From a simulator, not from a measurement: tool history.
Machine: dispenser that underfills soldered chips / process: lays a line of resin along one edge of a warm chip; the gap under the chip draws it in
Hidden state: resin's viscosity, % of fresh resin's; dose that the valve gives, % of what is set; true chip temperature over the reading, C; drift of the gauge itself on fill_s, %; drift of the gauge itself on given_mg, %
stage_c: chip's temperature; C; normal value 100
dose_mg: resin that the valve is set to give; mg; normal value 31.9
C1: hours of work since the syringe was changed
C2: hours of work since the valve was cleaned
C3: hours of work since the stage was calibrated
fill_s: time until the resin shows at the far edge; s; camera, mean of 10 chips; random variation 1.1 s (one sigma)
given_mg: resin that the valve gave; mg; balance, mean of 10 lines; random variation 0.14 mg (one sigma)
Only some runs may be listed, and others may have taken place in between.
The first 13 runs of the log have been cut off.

{"run": 14, "hour": 70.1, "stage_c": 100, "dose_mg": 34.1, "C1": 8, "C2": 27, "C3": 201, "fill_s": 158.2, "given_mg": 33.44}
{"hour": 74.7, "done": "new syringe of resin"}
{"run": 15, "hour": 77.4, "stage_c": 100, "dose_mg": 34.1, "C1": 2, "C2": 32, "C3": 206, "fill_s": 111.6, "given_mg": 32.96}
{"run": 16, "hour": 82.3, "stage_c": 100, "dose_mg": 34.1, "C1": 6, "C2": 36, "C3": 210, "fill_s": 136.4, "given_mg": 33.22}
{"run": 17, "hour": 85.4, "stage_c": 105, "dose_mg": 29.1, "C1": 8, "C2": 38, "C3": 212, "fill_s": 133.7, "given_mg": 27.98}
{"hour": 89.3, "done": "new syringe of resin"}
{"run": 18, "hour": 90.9, "stage_c": 104, "dose_mg": 31.9, "C1": 1, "C2": 42, "C3": 216, "fill_s": 90.1, "given_mg": 30.58}
{"run": 19, "hour": 94.2, "stage_c": 107, "dose_mg": 32.4, "C1": 4, "C2": 44, "C3": 219, "fill_s": 92.7, "given_mg": 31.31}
{"run": 20, "hour": 99.0, "stage_c": 107, "dose_mg": 32.4, "C1": 7, "C2": 48, "C3": 222, "fill_s": 114.2, "given_mg": 31.02}
{"hour": 103.7, "done": "new syringe of resin"}
{"run": 21, "hour": 106.1, "stage_c": 101, "dose_mg": 40.4, "C1": 2, "C2": 53, "C3": 228, "fill_s": 102.3, "given_mg": 38.37}
{"run": 22, "hour": 112.8, "stage_c": 108, "dose_mg": 29.2, "C1": 7, "C2": 58, "C3": 233, "fill_s": 109.9, "given_mg": 27.62}
{"hour": 117.9, "done": "new syringe of resin"}
{"run": 23, "hour": 118.3, "stage_c": 104, "dose_mg": 38.6, "C1": 0, "C2": 62, "C3": 237, "fill_s": 84.7, "given_mg": 36.74}
{"run": 24, "hour": 122.7, "stage_c": 106, "dose_mg": 35.7, "C1": 4, "C2": 66, "C3": 240, "fill_s": 95.2, "given_mg": 33.75}
{"run": 25, "hour": 128.5, "stage_c": 106, "dose_mg": 35.7, "C1": 8, "C2": 70, "C3": 244, "fill_s": 123, "given_mg": 33.64}
{"hour": 132.5, "done": "new syringe of resin"}
{"run": 26, "hour": 135.5, "stage_c": 105, "dose_mg": 35.7, "C1": 2, "C2": 75, "C3": 249, "fill_s": 89.7, "given_mg": 33.46}
{"run": 27, "hour": 140.8, "stage_c": 86, "dose_mg": 31, "C1": 6, "C2": 79, "C3": 253, "fill_s": 275.5, "given_mg": 28.95}
{"run": 28, "hour": 145.8, "stage_c": 86, "dose_mg": 31, "C1": 10, "C2": 83, "C3": 257, "fill_s": 344.8, "given_mg": 28.9}
{"hour": 147.1, "done": "new syringe of resin"}
{"run": 29, "hour": 153.0, "stage_c": 86, "dose_mg": 31, "C1": 5, "C2": 88, "C3": 263, "fill_s": 249.7, "given_mg": 29.09}
{"run": 30, "hour": 157.2, "stage_c": 88, "dose_mg": 28.3, "C1": 8, "C2": 91, "C3": 266, "fill_s": 274.2, "given_mg": 26.11}

Alternative continuations, all from the tool just after run 30; predict every row:
{"hour": 161.3, "done": "new syringe of resin"}
{"run": "A", "hour": 162.0, "stage_c": 108, "dose_mg": 40.4, "C1": 1, "C2": 95, "C3": 269, "fill_s": "?", "given_mg": "?"}
{"hour": 161.3, "done": "new syringe of resin"}
{"run": "B", "hour": 162.0, "stage_c": 88, "dose_mg": 37.5, "C1": 1, "C2": 95, "C3": 269, "fill_s": "?", "given_mg": "?"}
{"hour": 161.3, "done": "new syringe of resin"}
{"run": "C", "hour": 162.0, "stage_c": 103, "dose_mg": 28.3, "C1": 1, "C2": 95, "C3": 269, "fill_s": "?", "given_mg": "?"}
{"hour": 161.3, "done": "new syringe of resin"}
{"run": "D", "hour": 162.0, "stage_c": 88, "dose_mg": 39.4, "C1": 1, "C2": 95, "C3": 269, "fill_s": "?", "given_mg": "?"}

run=A fill_s=70.8 given_mg=37.36
run=B fill_s=171.7 given_mg=34.58
run=C fill_s=93.9 given_mg=26.09
run=D fill_s=174.5 given_mg=36.39
Take away the tool's hidden state, keep each run's random variation, and the runs would have read:
run=A fill_s=75.6 given_mg=40.5
run=B fill_s=184.8 given_mg=37.47
run=C fill_s=98.1 given_mg=28.27
run=D fill_s=188.2 given_mg=39.45
